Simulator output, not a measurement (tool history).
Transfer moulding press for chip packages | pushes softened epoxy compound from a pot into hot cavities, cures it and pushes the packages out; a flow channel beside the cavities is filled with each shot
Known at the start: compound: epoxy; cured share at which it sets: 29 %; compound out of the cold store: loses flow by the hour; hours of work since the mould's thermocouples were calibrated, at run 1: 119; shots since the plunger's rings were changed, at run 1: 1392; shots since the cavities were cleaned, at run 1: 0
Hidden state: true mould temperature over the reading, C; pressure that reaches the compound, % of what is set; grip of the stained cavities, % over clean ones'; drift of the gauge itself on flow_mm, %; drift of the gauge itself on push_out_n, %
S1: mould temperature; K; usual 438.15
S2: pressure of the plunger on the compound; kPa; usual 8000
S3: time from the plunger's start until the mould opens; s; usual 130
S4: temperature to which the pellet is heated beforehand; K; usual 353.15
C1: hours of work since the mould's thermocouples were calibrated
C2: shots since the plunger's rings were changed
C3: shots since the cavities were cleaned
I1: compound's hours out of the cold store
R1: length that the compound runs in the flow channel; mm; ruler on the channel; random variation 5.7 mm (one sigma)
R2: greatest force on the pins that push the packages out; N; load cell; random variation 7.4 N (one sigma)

run	day	S1	S2	S3	S4	C1	C2	C3	I1	R1	R2
1	0.000	438.15	8000	130	353.15	119	1392	0	39.2	534	310
2	0.433	438.15	8000	130	353.15	126	1501	109	21.8	561	354
3	1.025	438.15	8000	130	353.15	136	1651	259	43.3	523	372
4	1.271	431.15	8000	130	353.15	140	1713	321	39.9	550	609
5	1.567	438.15	8000	130	353.15	145	1787	395	44.4	517	405
6	1.983	438.15	8000	130	353.15	152	1892	500	17.7	573	436
7	2.254	438.15	8000	130	353.15	156	1961	569	36.3	535	436
8	2.579	438.15	8000	130	353.15	162	2044	652	25.3	562	472
9	3.175	438.15	8000	130	353.15	172	2194	802	47.3	518	470
10	3.712	438.15	8000	130	353.15	181	2329	937	46.8	505	487
11	4.062	438.15	8000	130	353.15	187	2419	1027	45.6	508	497
# day 4.246: cavities cleaned with cleaning compound and waxed
12	4.575	438.15	8000	130	353.15	194	2532	83	30.7	539	340
13	5.062	443.15	6920	130	353.15	202	2655	206	46.2	462	329
14	5.462	443.15	6920	127	345.15	209	2756	307	18.4	508	343
15	5.954	446.15	8000	130	353.15	217	2880	431	31.8	522	357
16	6.421	446.15	8000	130	353.15	225	2998	549	45.2	491	373
17	6.712	446.15	8000	130	353.15	230	3072	623	37.3	500	375
18	7.108	446.15	8000	130	353.15	236	3172	723	47.3	484	397
19	7.554	438.15	8000	139	361.15	244	3285	836	26.8	542	444
20	8.083	438.15	8000	139	361.15	253	3418	969	17.4	549	474
# day 8.496: cavities cleaned with cleaning compound and waxed
21	8.592	438.15	8000	150	360.15	260	3531	24	13.8	567	297

Hidden state or all else? Some run-to-run changes of R1, split into what the settings, what came in and random variation would give without the hidden state, and what is left for the hidden state (with any gauge scatter that isn't in both results):
Run 12 -> 13: S1 438.15 -> 443.15, S2 8000 -> 6920. R1 -77 mm: hidden state +2, all else -79.
Run 13 -> 14: S3 130 -> 127, S4 353.15 -> 345.15. R1 +46 mm: hidden state -4, all else +50.
Run 18 -> 19: S1 446.15 -> 438.15, S3 130 -> 139, S4 353.15 -> 361.15. R1 +58 mm: hidden state -4, all else +62.

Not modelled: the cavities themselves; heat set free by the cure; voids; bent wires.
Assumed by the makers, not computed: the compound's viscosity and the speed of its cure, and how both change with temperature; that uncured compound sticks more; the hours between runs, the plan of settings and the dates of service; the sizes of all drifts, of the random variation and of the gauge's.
